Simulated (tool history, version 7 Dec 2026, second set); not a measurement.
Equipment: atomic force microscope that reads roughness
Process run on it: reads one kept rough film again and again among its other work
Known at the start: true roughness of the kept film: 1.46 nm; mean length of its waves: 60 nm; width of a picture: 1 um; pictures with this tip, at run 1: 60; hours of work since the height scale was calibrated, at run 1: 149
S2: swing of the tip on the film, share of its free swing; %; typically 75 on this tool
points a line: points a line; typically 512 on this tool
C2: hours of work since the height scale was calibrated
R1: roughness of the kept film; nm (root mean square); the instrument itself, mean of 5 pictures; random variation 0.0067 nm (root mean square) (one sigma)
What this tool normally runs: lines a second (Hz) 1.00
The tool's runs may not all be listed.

{"run": 1, "hour": 0.0, "lines a second (Hz)": 1.0, "S2": 75, "points a line": 512, "pictures with this tip": 60, "C2": 149, "R1": 1.339}
{"run": 2, "hour": 10.1, "lines a second (Hz)": 1.0, "S2": 75, "points a line": 914, "pictures with this tip": 74, "C2": 155, "R1": 1.355}
{"run": 3, "hour": 29.6, "lines a second (Hz)": 0.52, "S2": 75, "points a line": 512, "pictures with this tip": 100, "C2": 166, "R1": 1.374}
{"run": 4, "hour": 46.4, "lines a second (Hz)": 0.52, "S2": 75, "points a line": 512, "pictures with this tip": 123, "C2": 175, "R1": 1.398}
{"run": 5, "hour": 65.8, "lines a second (Hz)": 0.52, "S2": 75, "points a line": 512, "pictures with this tip": 149, "C2": 186, "R1": 1.385}
{"run": 6, "hour": 76.8, "lines a second (Hz)": 1.0, "S2": 75, "points a line": 466, "pictures with this tip": 164, "C2": 192, "R1": 1.353}
{"run": 7, "hour": 95.6, "lines a second (Hz)": 1.0, "S2": 72, "points a line": 512, "pictures with this tip": 190, "C2": 203, "R1": 1.364}
{"run": 8, "hour": 108.1, "lines a second (Hz)": 1.0, "S2": 72, "points a line": 512, "pictures with this tip": 207, "C2": 210, "R1": 1.355}
{"run": 9, "hour": 128.8, "lines a second (Hz)": 1.0, "S2": 72, "points a line": 512, "pictures with this tip": 235, "C2": 222, "R1": 1.363}
{"run": 10, "hour": 143.8, "lines a second (Hz)": 1.0, "S2": 75, "points a line": 553, "pictures with this tip": 255, "C2": 230, "R1": 1.347}
{"run": 11, "hour": 153.5, "lines a second (Hz)": 2.7, "S2": 75, "points a line": 553, "pictures with this tip": 269, "C2": 235, "R1": 1.233}
{"run": 12, "hour": 166.8, "lines a second (Hz)": 2.7, "S2": 75, "points a line": 553, "pictures with this tip": 287, "C2": 243, "R1": 1.236}
{"hour": 179.4, "done": "new tip fitted"}
{"run": 13, "hour": 182.6, "lines a second (Hz)": 1.02, "S2": 65, "points a line": 729, "pictures with this tip": 5, "C2": 251, "R1": 1.388}
{"run": 14, "hour": 198.1, "lines a second (Hz)": 1.02, "S2": 65, "points a line": 729, "pictures with this tip": 26, "C2": 260, "R1": 1.381}
{"run": 15, "hour": 209.0, "lines a second (Hz)": 1.95, "S2": 68, "points a line": 759, "pictures with this tip": 40, "C2": 266, "R1": 1.334}
{"run": 16, "hour": 227.9, "lines a second (Hz)": 1.0, "S2": 74, "points a line": 512, "pictures with this tip": 66, "C2": 277, "R1": 1.351}
{"run": 17, "hour": 244.7, "lines a second (Hz)": 1.0, "S2": 74, "points a line": 512, "pictures with this tip": 89, "C2": 286, "R1": 1.365}
{"run": 18, "hour": 258.7, "lines a second (Hz)": 1.0, "S2": 74, "points a line": 512, "pictures with this tip": 108, "C2": 294, "R1": 1.359}
{"run": 19, "hour": 268.5, "lines a second (Hz)": 1.0, "S2": 74, "points a line": 512, "pictures with this tip": 121, "C2": 299, "R1": 1.362}
{"run": 20, "hour": 284.9, "lines a second (Hz)": 0.51, "S2": 75, "points a line": 537, "pictures with this tip": 144, "C2": 309, "R1": 1.393}
{"run": 21, "hour": 298.3, "lines a second (Hz)": 0.51, "S2": 75, "points a line": 537, "pictures with this tip": 162, "C2": 316, "R1": 1.396}
{"run": 22, "hour": 308.5, "lines a second (Hz)": 1.0, "S2": 75, "points a line": 271, "pictures with this tip": 176, "C2": 322, "R1": 1.348}

Hidden state at the last listed run before each entry between runs and at the first one after, where it differs:
Between runs 12 and 13: new tip fitted (hour 179.4)
  radius of the tip, nm: 10.9 -> 10
